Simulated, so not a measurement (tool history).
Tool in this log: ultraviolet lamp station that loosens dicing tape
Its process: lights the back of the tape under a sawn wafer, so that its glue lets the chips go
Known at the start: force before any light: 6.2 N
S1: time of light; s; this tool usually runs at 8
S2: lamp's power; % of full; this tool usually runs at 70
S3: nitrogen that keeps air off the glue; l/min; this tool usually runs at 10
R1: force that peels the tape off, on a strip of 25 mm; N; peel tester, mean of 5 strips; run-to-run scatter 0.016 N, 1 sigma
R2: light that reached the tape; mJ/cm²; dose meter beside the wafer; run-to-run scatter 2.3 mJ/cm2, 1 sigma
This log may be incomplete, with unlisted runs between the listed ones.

run   hour  S1  S2  S3     R1   R2
  1      0   8  70  10  0.811  201
  2   48.8   8  70  10  0.839  199
  3   69.4   8  70  10  0.868  202
  4     97   8  61  10   1.07  171
  5  123.9   8  61  10  1.079  175
  6  154.3   8  61  10   1.11  173
  7  195.1   8  61  10  1.056  171
  8  236.5   8  70  10  0.884  197
  9  273.8   8  70  10  0.907  194
 10  307.3   8  70  10  0.894  192
 11  357.2   8  70  10  0.898  191
 12  383.6   8  70  10  0.915  191
 13  410.5   8  70  10  0.904  190
 14  438.9   8  70  10  0.908  186
 15  488.2   8  70  10  0.936  187
 16  515.9   8  60  10  1.153  163
 17  544.7   8  60  10  1.212  162
 18  572.8   8  60  10   1.21  164
 19  599.7   8  70  10   0.94  184
 20  643.8   8  70  10  0.927  186
 21  677.8   8  70  10  0.939  183
 22  702.2   8  70  10  0.953  185
 23  725.8   8  70  10  0.935  185
 24  774.6   6  90  10  1.032  177
 25  810.1   9  91  10  0.521  271

What will run 26 give?
 26  859.1   8  70   9   ?   ?

R1: 1.032 N
R2: 180 mJ/cm²
Take away the tool's hidden state, keep the run-to-run variation as it was, and the same run would have given R1 0.806 N, R2 210 mJ/cm².
